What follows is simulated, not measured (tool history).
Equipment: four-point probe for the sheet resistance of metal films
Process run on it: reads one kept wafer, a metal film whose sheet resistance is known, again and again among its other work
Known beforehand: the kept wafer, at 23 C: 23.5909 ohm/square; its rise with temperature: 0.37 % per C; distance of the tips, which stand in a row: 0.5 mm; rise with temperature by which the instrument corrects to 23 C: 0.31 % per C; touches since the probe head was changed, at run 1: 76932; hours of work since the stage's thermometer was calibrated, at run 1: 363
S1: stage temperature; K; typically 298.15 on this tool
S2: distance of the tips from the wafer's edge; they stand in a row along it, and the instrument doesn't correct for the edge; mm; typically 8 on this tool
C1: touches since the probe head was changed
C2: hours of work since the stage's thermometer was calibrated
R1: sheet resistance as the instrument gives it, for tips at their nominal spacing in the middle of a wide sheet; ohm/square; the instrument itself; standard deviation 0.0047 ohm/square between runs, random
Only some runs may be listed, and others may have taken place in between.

{"run": 1, "hour": 0.0, "S1": 298.15, "S2": 8, "C1": 76932, "C2": 363, "R1": 23.918408}
{"run": 2, "hour": 38.9, "S1": 298.15, "S2": 8, "C1": 78842, "C2": 391, "R1": 23.915474}
{"run": 3, "hour": 77.2, "S1": 298.15, "S2": 8, "C1": 80724, "C2": 419, "R1": 23.905764}
{"run": 4, "hour": 104.7, "S1": 298.15, "S2": 24, "C1": 82076, "C2": 439, "R1": 23.873731}
{"run": 5, "hour": 150.5, "S1": 298.15, "S2": 8, "C1": 84326, "C2": 472, "R1": 23.923628}
{"run": 6, "hour": 197.8, "S1": 298.15, "S2": 8, "C1": 86653, "C2": 506, "R1": 23.92646}
{"run": 7, "hour": 235.9, "S1": 298.15, "S2": 6, "C1": 88522, "C2": 534, "R1": 23.963314}
{"run": 8, "hour": 280.1, "S1": 298.15, "S2": 4, "C1": 90697, "C2": 566, "R1": 24.066745}
{"run": 9, "hour": 308.2, "S1": 298.15, "S2": 8, "C1": 92074, "C2": 586, "R1": 23.932276}
{"run": 10, "hour": 358.8, "S1": 298.15, "S2": 8, "C1": 94560, "C2": 623, "R1": 23.923175}
{"run": 11, "hour": 383.2, "S1": 298.15, "S2": 8, "C1": 95762, "C2": 640, "R1": 23.91741}
{"run": 12, "hour": 408.1, "S1": 298.15, "S2": 8, "C1": 96983, "C2": 658, "R1": 23.929571}
{"run": 13, "hour": 461.4, "S1": 298.15, "S2": 8, "C1": 99605, "C2": 697, "R1": 23.928528}
{"run": 14, "hour": 491.6, "S1": 298.15, "S2": 8, "C1": 101087, "C2": 718, "R1": 23.930492}
{"run": 15, "hour": 541.6, "S1": 298.15, "S2": 8, "C1": 103545, "C2": 755, "R1": 23.926971}
{"run": 16, "hour": 586.8, "S1": 298.15, "S2": 8, "C1": 105766, "C2": 787, "R1": 23.927707}
{"run": 17, "hour": 612.3, "S1": 298.15, "S2": 8, "C1": 107017, "C2": 806, "R1": 23.935605}
{"run": 18, "hour": 639.3, "S1": 298.15, "S2": 4, "C1": 108345, "C2": 825, "R1": 24.07485}
{"run": 19, "hour": 666.1, "S1": 298.15, "S2": 4, "C1": 109662, "C2": 845, "R1": 24.081803}
{"run": 20, "hour": 709.5, "S1": 298.15, "S2": 8, "C1": 111792, "C2": 876, "R1": 23.939992}
{"run": 21, "hour": 750.4, "S1": 298.15, "S2": 8, "C1": 113802, "C2": 905, "R1": 23.935886}
{"run": 22, "hour": 785.7, "S1": 298.15, "S2": 12, "C1": 115536, "C2": 931, "R1": 23.913352}
{"run": 23, "hour": 824.8, "S1": 294.15, "S2": 5, "C1": 117459, "C2": 959, "R1": 23.942125}
{"run": 24, "hour": 875.0, "S1": 294.15, "S2": 5, "C1": 119925, "C2": 996, "R1": 23.965533}
{"run": 25, "hour": 915.1, "S1": 299.15, "S2": 8, "C1": 121896, "C2": 1024, "R1": 23.95594}
{"run": 26, "hour": 941.3, "S1": 301.15, "S2": 43, "C1": 123182, "C2": 1043, "R1": 23.928429}
{"run": 27, "hour": 973.4, "S1": 294.15, "S2": 6, "C1": 124760, "C2": 1067, "R1": 23.905199}
{"run": 28, "hour": 1009.9, "S1": 300.15, "S2": 8, "C1": 126552, "C2": 1093, "R1": 23.962018}
{"run": 29, "hour": 1061.4, "S1": 304.15, "S2": 36, "C1": 129083, "C2": 1130, "R1": 23.979795}
{"run": 30, "hour": 1085.4, "S1": 295.15, "S2": 65, "C1": 130261, "C2": 1148, "R1": 23.846251}
{"run": 31, "hour": 1142.3, "S1": 306.15, "S2": 21, "C1": 133056, "C2": 1189, "R1": 24.019225}
{"run": 32, "hour": 1198.6, "S1": 293.15, "S2": 9, "C1": 135825, "C2": 1229, "R1": 23.853825}
{"run": 33, "hour": 1254.0, "S1": 293.15, "S2": 9, "C1": 138547, "C2": 1269, "R1": 23.855703}
{"run": 34, "hour": 1283.9, "S1": 293.15, "S2": 9, "C1": 140017, "C2": 1291, "R1": 23.864524}
{"run": 35, "hour": 1317.3, "S1": 295.15, "S2": 8, "C1": 141656, "C2": 1315, "R1": 23.895684}
{"run": 36, "hour": 1351.6, "S1": 299.15, "S2": 18, "C1": 143340, "C2": 1340, "R1": 23.928759}
{"run": 37, "hour": 1405.2, "S1": 300.15, "S2": 7, "C1": 145974, "C2": 1379, "R1": 23.987915}
{"run": 38, "hour": 1438.1, "S1": 300.15, "S2": 7, "C1": 147591, "C2": 1402, "R1": 23.992132}
{"run": 39, "hour": 1461.1, "S1": 295.15, "S2": 6, "C1": 148723, "C2": 1419, "R1": 23.940392}
{"run": 40, "hour": 1487.4, "S1": 294.15, "S2": 9, "C1": 150016, "C2": 1438, "R1": 23.871647}
{"run": 41, "hour": 1513.5, "S1": 296.15, "S2": 71, "C1": 151296, "C2": 1457, "R1": 23.861059}
{"run": 42, "hour": 1553.8, "S1": 296.15, "S2": 71, "C1": 153277, "C2": 1486, "R1": 23.878072}
{"run": 43, "hour": 1599.9, "S1": 295.15, "S2": 19, "C1": 155543, "C2": 1519, "R1": 23.862678}
{"run": 44, "hour": 1636.1, "S1": 293.15, "S2": 6, "C1": 157319, "C2": 1545, "R1": 23.915662}

Pick out some run-to-run changes in R1. Of each, how much would a tool without hidden state show as well, from the settings, what came in and chance, and how much is left for the hidden state and any gauge scatter not in both results compared?
What the log doesn't record here: inner tips' distance over the nominal, %; tips' flats over new ones', %; wafer's true temperature over the reading, C; drift of the gauge itself on sheet_ohm, %.
Run 7 -> 8: S2 6 -> 4. R1 +0.103431 ohm/square: hidden state +0.002095, all else +0.101336.
Run 17 -> 18: S2 8 -> 4. R1 +0.139245 ohm/square: hidden state +0.001938, all else +0.137307.
Run 19 -> 20: S2 4 -> 8. R1 -0.141811 ohm/square: hidden state -0.000535, all else -0.141276.
Run 30 -> 31: S1 295.15 -> 306.15, S2 65 -> 21. R1 +0.172974 ohm/square: hidden state +0.003844, all else +0.16913.
Run 31 -> 32: S1 306.15 -> 293.15, S2 21 -> 9. R1 -0.1654 ohm/square: hidden state -0.001563, all else -0.163837.
